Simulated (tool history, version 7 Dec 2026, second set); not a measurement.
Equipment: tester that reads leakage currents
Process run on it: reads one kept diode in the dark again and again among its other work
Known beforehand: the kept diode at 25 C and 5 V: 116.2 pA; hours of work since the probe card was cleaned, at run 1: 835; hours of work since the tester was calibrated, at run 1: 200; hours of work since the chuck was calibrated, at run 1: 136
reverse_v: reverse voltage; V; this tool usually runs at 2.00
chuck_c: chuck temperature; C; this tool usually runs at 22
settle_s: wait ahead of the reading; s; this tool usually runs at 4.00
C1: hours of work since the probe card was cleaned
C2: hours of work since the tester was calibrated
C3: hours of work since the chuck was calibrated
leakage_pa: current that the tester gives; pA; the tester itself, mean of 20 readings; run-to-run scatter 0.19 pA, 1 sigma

{"run": 1, "hour": 0.0, "reverse_v": 2.0, "chuck_c": 22, "settle_s": 4.0, "C1": 835, "C2": 200, "C3": 136, "leakage_pa": 65.48}
{"run": 2, "hour": 50.6, "reverse_v": 2.0, "chuck_c": 22, "settle_s": 4.0, "C1": 863, "C2": 228, "C3": 164, "leakage_pa": 65.87}
{"run": 3, "hour": 134.5, "reverse_v": 2.0, "chuck_c": 22, "settle_s": 7.45, "C1": 910, "C2": 275, "C3": 211, "leakage_pa": 66.33}
{"run": 4, "hour": 176.2, "reverse_v": 2.0, "chuck_c": 22, "settle_s": 7.45, "C1": 934, "C2": 298, "C3": 234, "leakage_pa": 66.49}
{"run": 5, "hour": 221.3, "reverse_v": 2.0, "chuck_c": 22, "settle_s": 7.45, "C1": 959, "C2": 323, "C3": 259, "leakage_pa": 66.41}
{"run": 6, "hour": 286.6, "reverse_v": 2.0, "chuck_c": 22, "settle_s": 1.51, "C1": 995, "C2": 360, "C3": 296, "leakage_pa": 67.04}
{"run": 7, "hour": 342.2, "reverse_v": 2.0, "chuck_c": 22, "settle_s": 4.0, "C1": 1026, "C2": 391, "C3": 327, "leakage_pa": 67.0}
{"run": 8, "hour": 401.7, "reverse_v": 2.0, "chuck_c": 22, "settle_s": 4.0, "C1": 1059, "C2": 424, "C3": 360, "leakage_pa": 67.48}
{"run": 9, "hour": 451.3, "reverse_v": 2.0, "chuck_c": 22, "settle_s": 4.0, "C1": 1087, "C2": 452, "C3": 388, "leakage_pa": 68.04}
{"run": 10, "hour": 530.7, "reverse_v": 2.0, "chuck_c": 22, "settle_s": 4.0, "C1": 1131, "C2": 496, "C3": 432, "leakage_pa": 68.05}
{"run": 11, "hour": 617.8, "reverse_v": 2.0, "chuck_c": 22, "settle_s": 4.0, "C1": 1180, "C2": 544, "C3": 480, "leakage_pa": 68.55}
{"run": 12, "hour": 698.0, "reverse_v": 2.0, "chuck_c": 22, "settle_s": 4.0, "C1": 1225, "C2": 589, "C3": 525, "leakage_pa": 68.81}
{"run": 13, "hour": 756.9, "reverse_v": 4.05, "chuck_c": 22, "settle_s": 4.0, "C1": 1258, "C2": 622, "C3": 558, "leakage_pa": 93.66}
{"run": 14, "hour": 831.5, "reverse_v": 4.05, "chuck_c": 22, "settle_s": 4.0, "C1": 1299, "C2": 664, "C3": 600, "leakage_pa": 94.59}
{"run": 15, "hour": 913.1, "reverse_v": 2.0, "chuck_c": 22, "settle_s": 4.0, "C1": 1345, "C2": 709, "C3": 645, "leakage_pa": 70.09}
{"run": 16, "hour": 983.6, "reverse_v": 2.0, "chuck_c": 22, "settle_s": 1.54, "C1": 1384, "C2": 749, "C3": 685, "leakage_pa": 70.63}
{"hour": 990.1, "done": "chuck's temperature calibrated"}
{"run": 17, "hour": 1067.7, "reverse_v": 2.0, "chuck_c": 22, "settle_s": 1.54, "C1": 1430, "C2": 794, "C3": 43, "leakage_pa": 72.16}
{"run": 18, "hour": 1118.3, "reverse_v": 2.0, "chuck_c": 22, "settle_s": 1.0, "C1": 1458, "C2": 823, "C3": 72, "leakage_pa": 72.48}
{"run": 19, "hour": 1159.2, "reverse_v": 2.0, "chuck_c": 22, "settle_s": 4.9, "C1": 1481, "C2": 845, "C3": 94, "leakage_pa": 72.28}
{"hour": 1179.5, "done": "chuck's temperature calibrated, once more"}
{"run": 20, "hour": 1233.4, "reverse_v": 2.0, "chuck_c": 22, "settle_s": 4.9, "C1": 1521, "C2": 886, "C3": 30, "leakage_pa": 68.11}
{"run": 21, "hour": 1288.5, "reverse_v": 2.0, "chuck_c": 22, "settle_s": 4.9, "C1": 1552, "C2": 917, "C3": 61, "leakage_pa": 68.17}
{"run": 22, "hour": 1326.2, "reverse_v": 12.68, "chuck_c": 23, "settle_s": 0.94, "C1": 1573, "C2": 938, "C3": 82, "leakage_pa": 175.07}
{"run": 23, "hour": 1373.8, "reverse_v": 1.66, "chuck_c": 20, "settle_s": 0.94, "C1": 1600, "C2": 964, "C3": 108, "leakage_pa": 54.15}
{"run": 24, "hour": 1450.9, "reverse_v": 14.26, "chuck_c": 53, "settle_s": 0.32, "C1": 1643, "C2": 1007, "C3": 151, "leakage_pa": 1704.31}
{"run": 25, "hour": 1501.0, "reverse_v": 11.84, "chuck_c": 34, "settle_s": 0.92, "C1": 1671, "C2": 1035, "C3": 179, "leakage_pa": 390.13}
{"run": 26, "hour": 1544.9, "reverse_v": 11.84, "chuck_c": 34, "settle_s": 0.92, "C1": 1695, "C2": 1060, "C3": 204, "leakage_pa": 390.8}
{"run": 27, "hour": 1625.2, "reverse_v": 2.87, "chuck_c": 22, "settle_s": 3.92, "C1": 1740, "C2": 1104, "C3": 249, "leakage_pa": 82.44}
{"run": 28, "hour": 1681.5, "reverse_v": 2.87, "chuck_c": 22, "settle_s": 3.92, "C1": 1771, "C2": 1136, "C3": 280, "leakage_pa": 82.62}
{"run": 29, "hour": 1728.0, "reverse_v": 2.87, "chuck_c": 22, "settle_s": 3.92, "C1": 1797, "C2": 1162, "C3": 306, "leakage_pa": 83.15}
{"run": 30, "hour": 1785.8, "reverse_v": 2.87, "chuck_c": 22, "settle_s": 1.66, "C1": 1830, "C2": 1194, "C3": 338, "leakage_pa": 83.14}
{"run": 31, "hour": 1848.8, "reverse_v": 2.0, "chuck_c": 52, "settle_s": 0.44, "C1": 1865, "C2": 1229, "C3": 373, "leakage_pa": 724.5}
{"run": 32, "hour": 1884.8, "reverse_v": 2.19, "chuck_c": 34, "settle_s": 7.91, "C1": 1885, "C2": 1249, "C3": 394, "leakage_pa": 193.14}
{"run": 33, "hour": 1958.8, "reverse_v": 2.19, "chuck_c": 34, "settle_s": 7.91, "C1": 1926, "C2": 1291, "C3": 435, "leakage_pa": 195.94}
{"hour": 2018.1, "done": "probe card cleaned and baked"}
{"run": 34, "hour": 2029.3, "reverse_v": 2.19, "chuck_c": 36, "settle_s": 7.91, "C1": 6, "C2": 1328, "C3": 473, "leakage_pa": 222.11}
{"run": 35, "hour": 2076.6, "reverse_v": 1.53, "chuck_c": 26, "settle_s": 0.31, "C1": 33, "C2": 1355, "C3": 499, "leakage_pa": 85.7}
{"run": 36, "hour": 2123.4, "reverse_v": 2.23, "chuck_c": 41, "settle_s": 4.4, "C1": 59, "C2": 1381, "C3": 525, "leakage_pa": 335.04}
{"run": 37, "hour": 2166.6, "reverse_v": 1.89, "chuck_c": 30, "settle_s": 2.0, "C1": 83, "C2": 1405, "C3": 549, "leakage_pa": 129.59}
{"run": 38, "hour": 2253.4, "reverse_v": 1.89, "chuck_c": 32, "settle_s": 2.0, "C1": 131, "C2": 1453, "C3": 598, "leakage_pa": 153.39}
{"run": 39, "hour": 2301.4, "reverse_v": 1.89, "chuck_c": 32, "settle_s": 2.0, "C1": 158, "C2": 1480, "C3": 624, "leakage_pa": 154.68}
{"run": 40, "hour": 2371.0, "reverse_v": 1.89, "chuck_c": 32, "settle_s": 2.0, "C1": 197, "C2": 1519, "C3": 663, "leakage_pa": 154.74}
{"run": 41, "hour": 2444.3, "reverse_v": 1.89, "chuck_c": 32, "settle_s": 1.88, "C1": 238, "C2": 1560, "C3": 704, "leakage_pa": 154.9}

The logged runs with the hidden state left out (each run's random variation unchanged):
Hidden state present: stray current of the dirty probe card, pA a volt; current scale over the true one, %; true chuck temperature over the reading, C; drift of the gauge itself on leakage_pa, %.
run=1 leakage_pa=62.50
run=2 leakage_pa=62.63
run=3 leakage_pa=62.68
run=4 leakage_pa=62.63
run=5 leakage_pa=62.38
run=6 leakage_pa=62.69
run=7 leakage_pa=62.43
run=8 leakage_pa=62.60
run=9 leakage_pa=62.91
run=10 leakage_pa=62.58
run=11 leakage_pa=62.70
run=12 leakage_pa=62.57
run=13 leakage_pa=82.44
run=14 leakage_pa=82.79
run=15 leakage_pa=62.80
run=16 leakage_pa=62.98
run=17 leakage_pa=62.76
run=18 leakage_pa=62.84
run=19 leakage_pa=62.46
run=20 leakage_pa=62.46
run=21 leakage_pa=62.32
run=22 leakage_pa=142.65
run=23 leakage_pa=48.97
run=24 leakage_pa=1628.45
run=25 leakage_pa=350.44
run=26 leakage_pa=350.02
run=27 leakage_pa=72.32
run=28 leakage_pa=72.17
run=29 leakage_pa=72.41
run=30 leakage_pa=72.13
run=31 leakage_pa=690.15
run=32 leakage_pa=178.56
run=33 leakage_pa=180.47
run=34 leakage_pa=210.80
run=35 leakage_pa=80.91
run=36 leakage_pa=316.97
run=37 leakage_pa=121.78
run=38 leakage_pa=143.60
run=39 leakage_pa=144.44
run=40 leakage_pa=143.94
run=41 leakage_pa=143.47
